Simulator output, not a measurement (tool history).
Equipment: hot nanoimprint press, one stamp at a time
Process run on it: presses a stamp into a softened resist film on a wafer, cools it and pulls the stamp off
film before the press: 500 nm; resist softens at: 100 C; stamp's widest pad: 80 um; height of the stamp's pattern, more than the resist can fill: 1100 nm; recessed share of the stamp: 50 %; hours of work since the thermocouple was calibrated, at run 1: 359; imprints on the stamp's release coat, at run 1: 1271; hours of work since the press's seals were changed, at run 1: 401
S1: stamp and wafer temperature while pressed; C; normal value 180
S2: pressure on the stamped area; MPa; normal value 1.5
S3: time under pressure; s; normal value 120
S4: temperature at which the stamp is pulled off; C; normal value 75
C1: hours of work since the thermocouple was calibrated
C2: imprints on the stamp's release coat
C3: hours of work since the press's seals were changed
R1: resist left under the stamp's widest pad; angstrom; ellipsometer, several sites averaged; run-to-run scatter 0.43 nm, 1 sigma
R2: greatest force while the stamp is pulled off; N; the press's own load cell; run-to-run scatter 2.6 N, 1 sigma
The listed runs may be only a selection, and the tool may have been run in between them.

| run | hour | S1 | S2 | S3 | S4 | C1 | C2 | C3 | R1 | R2 |
|---|---|---|---|---|---|---|---|---|---|---|
| 1 | 0 | 180 | 1.5 | 120 | 75 | 359 | 1271 | 401 | 1792 | 217 |
|  | 17.2 | stamp cleaned and given a new release coat |
| 2 | 31.1 | 180 | 1.5 | 120 | 75 | 373 | 28 | 415 | 1787 | 213 |
|  | 51.2 | plate thermocouple calibrated |
| 3 | 64 | 180 | 1.5 | 120 | 75 | 7 | 87 | 432 | 1797 | 220 |
| 4 | 97 | 180 | 1.5 | 120 | 75 | 25 | 152 | 450 | 1800 | 219 |
| 5 | 118.9 | 180 | 1.5 | 120 | 75 | 38 | 195 | 463 | 1789 | 216 |
| 6 | 151.3 | 180 | 1.5 | 120 | 75 | 56 | 259 | 481 | 1797 | 216 |
| 7 | 175.9 | 180 | 1.5 | 120 | 75 | 69 | 307 | 494 | 1792 | 218 |
| 8 | 215.6 | 180 | 1.5 | 120 | 69 | 91 | 386 | 516 | 1792 | 243 |
| 9 | 252.1 | 180 | 1.5 | 120 | 69 | 112 | 458 | 537 | 1795 | 239 |
| 10 | 271.2 | 180 | 1.5 | 120 | 75 | 122 | 495 | 547 | 1787 | 218 |
| 11 | 310.4 | 179 | 1.5 | 120 | 65 | 144 | 573 | 569 | 1871 | 260 |
| 12 | 341.8 | 184 | 1.5 | 120 | 62 | 162 | 635 | 587 | 1486 | 267 |
| 13 | 373.4 | 184 | 1.5 | 120 | 62 | 179 | 697 | 604 | 1476 | 271 |
| 14 | 405.7 | 175 | 1.92 | 82 | 82 | 197 | 761 | 622 | 2344 | 190 |
| 15 | 438.1 | 180 | 1.5 | 168 | 75 | 215 | 825 | 640 | 1551 | 218 |
| 16 | 466.6 | 180 | 1.03 | 208 | 75 | 231 | 881 | 656 | 1687 | 221 |
| 17 | 498.6 | 183 | 1.19 | 66 | 80 | 249 | 944 | 674 | 2212 | 201 |
| 18 | 530.7 | 178 | 1.56 | 144 | 66 | 267 | 1007 | 692 | 1782 | 255 |
| 19 | 572.6 | 178 | 1.56 | 144 | 66 | 290 | 1090 | 715 | 1782 | 256 |
| 20 | 613.5 | 180 | 1.5 | 97 | 80 | 313 | 1171 | 738 | 1944 | 197 |

Each row is a separate what-if for the run after 20, all from the same tool condition, not one after another. Results?
| A | 645.2 | 180 | 1.5 | 113 | 75 | 331 | 1233 | 755 | ? | ? |
| B | 645.2 | 180 | 1.07 | 193 | 75 | 331 | 1233 | 755 | ? | ? |
| C | 645.2 | 180 | 1.5 | 105 | 80 | 331 | 1233 | 755 | ? | ? |
| D | 645.2 | 180 | 1.4 | 120 | 79 | 331 | 1233 | 755 | ? | ? |
| E | 645.2 | 180 | 1.5 | 145 | 76 | 331 | 1233 | 755 | ? | ? |

| run | R1 | R2 |
|---|---|---|
| A | 1831 | 218 |
| B | 1710 | 218 |
| C | 1877 | 197 |
| D | 1830 | 202 |
| E | 1646 | 215 |
Without the tool's unlogged condition, the same runs would have read:
| run | R1 | R2 |
|---|---|---|
| A | 1848 | 216 |
| B | 1726 | 216 |
| C | 1895 | 196 |
| D | 1847 | 201 |
| E | 1661 | 213 |

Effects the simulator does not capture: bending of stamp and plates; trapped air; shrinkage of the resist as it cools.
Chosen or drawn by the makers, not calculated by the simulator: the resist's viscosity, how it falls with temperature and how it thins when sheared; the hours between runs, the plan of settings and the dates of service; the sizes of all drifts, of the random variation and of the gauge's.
